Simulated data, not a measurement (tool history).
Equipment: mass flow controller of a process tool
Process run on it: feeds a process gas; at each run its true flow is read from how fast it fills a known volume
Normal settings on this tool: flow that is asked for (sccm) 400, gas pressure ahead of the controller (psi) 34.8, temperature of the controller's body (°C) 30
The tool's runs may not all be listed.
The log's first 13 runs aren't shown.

run	hour	flow that is asked for (sccm)	gas pressure ahead of the controller (psi)	temperature of the controller's body (°C)	hours of work since the controller was set to zero	hours of work since the controller was changed	true flow (%)
14	1458.1	140	34.8	30	5333	5333	103.85
15	1529.4	140	34.8	30	5384	5384	103.88
16	1628.8	140	34.8	30	5455	5455	104.06
17	1742.3	140	34.8	30	5535	5535	104.13
18	1886.4	86	34.8	28	5638	5638	105.90
19	1997.8	86	23.5	28	5717	5717	106.03
20	2068.3	86	23.4	23	5767	5767	105.57
21	2183.4	243	26.5	36	5849	5849	104.01
22	2252.3	400	37.1	20	5898	5898	101.77
23	2371.5	195	29.7	28	5983	5983	103.54
24	2497.2	158	20.5	30	6073	6073	104.38
25	2621.8	72	27.0	37	6161	6161	108.84
26	2740.3	72	27.0	37	6246	6246	108.98
27	2811.4	72	40.5	27	6296	6296	107.59
28	2940.4	72	40.5	27	6388	6388	107.75
29	3081.3	269	34.8	35	6488	6488	104.17
30	3158.4	171	35.4	20	6543	6543	103.03
31	3276.8	171	26.4	20	6627	6627	103.27

Below are 4 alternative next runs, each starting from the tool's condition after run 31. Predict each:
A	3393.6	400	25.4	25	6710	6710	?
B	3393.6	87	21.6	36	6710	6710	?
C	3393.6	84	34.8	24	6710	6710	?
D	3393.6	65	23.8	25	6710	6710	?

run	true flow (%)
A	102.87
B	108.31
C	106.90
D	108.95
Stripped of hidden state, with their random variation kept, the same runs would have yielded:
run	true flow (%)
A	99.62
B	99.97
C	98.32
D	98.40
